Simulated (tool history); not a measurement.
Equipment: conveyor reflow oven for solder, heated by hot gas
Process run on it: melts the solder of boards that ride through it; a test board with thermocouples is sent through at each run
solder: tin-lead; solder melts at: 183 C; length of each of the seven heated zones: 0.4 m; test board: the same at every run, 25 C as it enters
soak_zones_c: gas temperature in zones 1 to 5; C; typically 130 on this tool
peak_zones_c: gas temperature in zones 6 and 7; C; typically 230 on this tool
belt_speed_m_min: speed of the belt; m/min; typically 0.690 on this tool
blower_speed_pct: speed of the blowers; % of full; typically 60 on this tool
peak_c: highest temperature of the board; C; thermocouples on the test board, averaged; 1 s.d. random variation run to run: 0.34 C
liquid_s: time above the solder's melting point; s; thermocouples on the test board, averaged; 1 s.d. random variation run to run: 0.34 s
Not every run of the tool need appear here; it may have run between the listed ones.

{"run": 1, "day": 0.0, "soak_zones_c": 130, "peak_zones_c": 230, "belt_speed_m_min": 0.69, "blower_speed_pct": 60, "peak_c": 212.4, "liquid_s": 45.9}
{"run": 2, "day": 1.054, "soak_zones_c": 130, "peak_zones_c": 230, "belt_speed_m_min": 0.69, "blower_speed_pct": 60, "peak_c": 212.6, "liquid_s": 46.4}
{"day": 1.921, "done": "flux residue cleaned out of gas plates and filters"}
{"run": 3, "day": 1.967, "soak_zones_c": 124, "peak_zones_c": 230, "belt_speed_m_min": 0.69, "blower_speed_pct": 60, "peak_c": 213.5, "liquid_s": 45.4}
{"run": 4, "day": 2.658, "soak_zones_c": 124, "peak_zones_c": 230, "belt_speed_m_min": 0.69, "blower_speed_pct": 60, "peak_c": 213.4, "liquid_s": 44.7}
{"run": 5, "day": 3.417, "soak_zones_c": 130, "peak_zones_c": 230, "belt_speed_m_min": 0.631, "blower_speed_pct": 60, "peak_c": 218.0, "liquid_s": 55.6}
{"run": 6, "day": 4.554, "soak_zones_c": 130, "peak_zones_c": 230, "belt_speed_m_min": 0.631, "blower_speed_pct": 60, "peak_c": 217.5, "liquid_s": 55.0}
{"run": 7, "day": 5.679, "soak_zones_c": 130, "peak_zones_c": 243, "belt_speed_m_min": 0.69, "blower_speed_pct": 60, "peak_c": 225.1, "liquid_s": 55.0}
{"run": 8, "day": 6.4, "soak_zones_c": 130, "peak_zones_c": 243, "belt_speed_m_min": 0.69, "blower_speed_pct": 60, "peak_c": 225.2, "liquid_s": 55.3}
{"run": 9, "day": 7.588, "soak_zones_c": 130, "peak_zones_c": 230, "belt_speed_m_min": 0.599, "blower_speed_pct": 60, "peak_c": 219.1, "liquid_s": 59.9}
{"run": 10, "day": 8.125, "soak_zones_c": 130, "peak_zones_c": 230, "belt_speed_m_min": 0.613, "blower_speed_pct": 60, "peak_c": 218.6, "liquid_s": 58.2}
{"run": 11, "day": 8.904, "soak_zones_c": 130, "peak_zones_c": 230, "belt_speed_m_min": 0.69, "blower_speed_pct": 77, "peak_c": 219.0, "liquid_s": 52.0}
{"run": 12, "day": 9.967, "soak_zones_c": 130, "peak_zones_c": 230, "belt_speed_m_min": 0.69, "blower_speed_pct": 60, "peak_c": 214.0, "liquid_s": 47.2}
{"day": 10.246, "done": "belt drive overhauled, speed set with a stopwatch"}
{"run": 13, "day": 10.871, "soak_zones_c": 130, "peak_zones_c": 230, "belt_speed_m_min": 0.658, "blower_speed_pct": 60, "peak_c": 215.6, "liquid_s": 51.2}
{"run": 14, "day": 11.696, "soak_zones_c": 130, "peak_zones_c": 230, "belt_speed_m_min": 0.658, "blower_speed_pct": 60, "peak_c": 216.2, "liquid_s": 51.9}
{"run": 15, "day": 12.575, "soak_zones_c": 130, "peak_zones_c": 230, "belt_speed_m_min": 0.69, "blower_speed_pct": 60, "peak_c": 214.1, "liquid_s": 47.8}
{"run": 16, "day": 13.55, "soak_zones_c": 130, "peak_zones_c": 230, "belt_speed_m_min": 0.623, "blower_speed_pct": 68, "peak_c": 219.7, "liquid_s": 57.8}
{"run": 17, "day": 14.654, "soak_zones_c": 130, "peak_zones_c": 230, "belt_speed_m_min": 0.623, "blower_speed_pct": 68, "peak_c": 219.5, "liquid_s": 57.8}
{"run": 18, "day": 15.292, "soak_zones_c": 130, "peak_zones_c": 234, "belt_speed_m_min": 0.623, "blower_speed_pct": 58, "peak_c": 221.0, "liquid_s": 59.0}
{"run": 19, "day": 15.888, "soak_zones_c": 140, "peak_zones_c": 230, "belt_speed_m_min": 0.74, "blower_speed_pct": 52, "peak_c": 211.4, "liquid_s": 43.9}
{"day": 17.133, "done": "belt drive overhauled, speed set with a stopwatch, once more"}
{"run": 20, "day": 17.192, "soak_zones_c": 116, "peak_zones_c": 236, "belt_speed_m_min": 0.67, "blower_speed_pct": 83, "peak_c": 223.4, "liquid_s": 52.5}
{"day": 17.367, "done": "thermocouples of zones 6 and 7 changed"}
{"run": 21, "day": 18.467, "soak_zones_c": 116, "peak_zones_c": 236, "belt_speed_m_min": 0.67, "blower_speed_pct": 83, "peak_c": 219.6, "liquid_s": 49.6}
{"run": 22, "day": 19.212, "soak_zones_c": 117, "peak_zones_c": 237, "belt_speed_m_min": 0.733, "blower_speed_pct": 83, "peak_c": 216.8, "liquid_s": 42.9}
{"run": 23, "day": 20.288, "soak_zones_c": 124, "peak_zones_c": 242, "belt_speed_m_min": 0.768, "blower_speed_pct": 55, "peak_c": 211.8, "liquid_s": 38.8}
{"run": 24, "day": 21.242, "soak_zones_c": 124, "peak_zones_c": 242, "belt_speed_m_min": 0.768, "blower_speed_pct": 55, "peak_c": 212.0, "liquid_s": 37.8}
{"run": 25, "day": 22.0, "soak_zones_c": 130, "peak_zones_c": 230, "belt_speed_m_min": 0.621, "blower_speed_pct": 83, "peak_c": 217.6, "liquid_s": 56.8}
{"run": 26, "day": 22.5, "soak_zones_c": 140, "peak_zones_c": 230, "belt_speed_m_min": 0.694, "blower_speed_pct": 64, "peak_c": 212.9, "liquid_s": 48.4}
{"day": 22.983, "done": "flux residue cleaned out of gas plates and filters"}
{"run": 27, "day": 23.538, "soak_zones_c": 130, "peak_zones_c": 230, "belt_speed_m_min": 0.572, "blower_speed_pct": 67, "peak_c": 218.7, "liquid_s": 63.3}
{"run": 28, "day": 24.371, "soak_zones_c": 134, "peak_zones_c": 230, "belt_speed_m_min": 0.572, "blower_speed_pct": 57, "peak_c": 217.5, "liquid_s": 62.3}
{"run": 29, "day": 25.154, "soak_zones_c": 134, "peak_zones_c": 230, "belt_speed_m_min": 0.572, "blower_speed_pct": 57, "peak_c": 217.4, "liquid_s": 63.0}

Below are 3 alternative next runs, each starting from the tool's condition after run 29. Predict each:
{"run": "A", "day": 26.146, "soak_zones_c": 134, "peak_zones_c": 230, "belt_speed_m_min": 0.826, "blower_speed_pct": 68, "peak_c": "?", "liquid_s": "?"}
{"run": "B", "day": 26.146, "soak_zones_c": 120, "peak_zones_c": 230, "belt_speed_m_min": 0.69, "blower_speed_pct": 60, "peak_c": "?", "liquid_s": "?"}
{"run": "C", "day": 26.146, "soak_zones_c": 141, "peak_zones_c": 230, "belt_speed_m_min": 0.665, "blower_speed_pct": 56, "peak_c": "?", "liquid_s": "?"}

run=A peak_c=207.6 liquid_s=34.9
run=B peak_c=209.8 liquid_s=40.5
run=C peak_c=214.1 liquid_s=52.2
With the hidden condition removed and each run's random variation left untouched, the same runs would have given:
run=A peak_c=207.1 liquid_s=34.5
run=B peak_c=209.2 liquid_s=40.0
run=C peak_c=213.4 liquid_s=51.7
